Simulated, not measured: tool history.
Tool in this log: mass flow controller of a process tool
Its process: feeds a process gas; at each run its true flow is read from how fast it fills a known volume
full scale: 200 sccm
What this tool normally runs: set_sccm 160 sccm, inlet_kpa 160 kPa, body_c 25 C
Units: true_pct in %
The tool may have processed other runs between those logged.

{"run": 1, "hour": 0.0, "set_sccm": 160, "inlet_kpa": 160, "body_c": 25, "true_pct": 99.69}
{"run": 2, "hour": 182.9, "set_sccm": 55, "inlet_kpa": 160, "body_c": 25, "true_pct": 99.19}
{"run": 3, "hour": 389.3, "set_sccm": 28, "inlet_kpa": 160, "body_c": 25, "true_pct": 99.68}
{"run": 4, "hour": 563.3, "set_sccm": 28, "inlet_kpa": 160, "body_c": 25, "true_pct": 99.45}
{"run": 5, "hour": 711.9, "set_sccm": 160, "inlet_kpa": 160, "body_c": 25, "true_pct": 99.67}
{"run": 6, "hour": 817.4, "set_sccm": 160, "inlet_kpa": 160, "body_c": 25, "true_pct": 99.75}
{"run": 7, "hour": 925.3, "set_sccm": 160, "inlet_kpa": 160, "body_c": 25, "true_pct": 99.58}
{"run": 8, "hour": 1056.7, "set_sccm": 160, "inlet_kpa": 160, "body_c": 25, "true_pct": 99.57}
{"run": 9, "hour": 1256.2, "set_sccm": 160, "inlet_kpa": 160, "body_c": 25, "true_pct": 99.79}
{"run": 10, "hour": 1359.0, "set_sccm": 22, "inlet_kpa": 160, "body_c": 25, "true_pct": 99.96}
{"run": 11, "hour": 1475.1, "set_sccm": 22, "inlet_kpa": 160, "body_c": 25, "true_pct": 100.12}
{"run": 12, "hour": 1571.9, "set_sccm": 22, "inlet_kpa": 160, "body_c": 25, "true_pct": 100.32}
{"run": 13, "hour": 1720.0, "set_sccm": 160, "inlet_kpa": 160, "body_c": 25, "true_pct": 99.67}
{"run": 14, "hour": 1830.3, "set_sccm": 179, "inlet_kpa": 164, "body_c": 25, "true_pct": 99.7}
{"run": 15, "hour": 1979.2, "set_sccm": 136, "inlet_kpa": 170, "body_c": 29, "true_pct": 99.67}
{"run": 16, "hour": 2146.0, "set_sccm": 136, "inlet_kpa": 170, "body_c": 29, "true_pct": 99.86}

Predict the results of run 17:
{"run": 17, "hour": 2294.6, "set_sccm": 55, "inlet_kpa": 240, "body_c": 32, "true_pct": "?"}

true_pct: 99.65 %
Had the tool carried no hidden state, the very same run would have given true_pct 99.27 %.
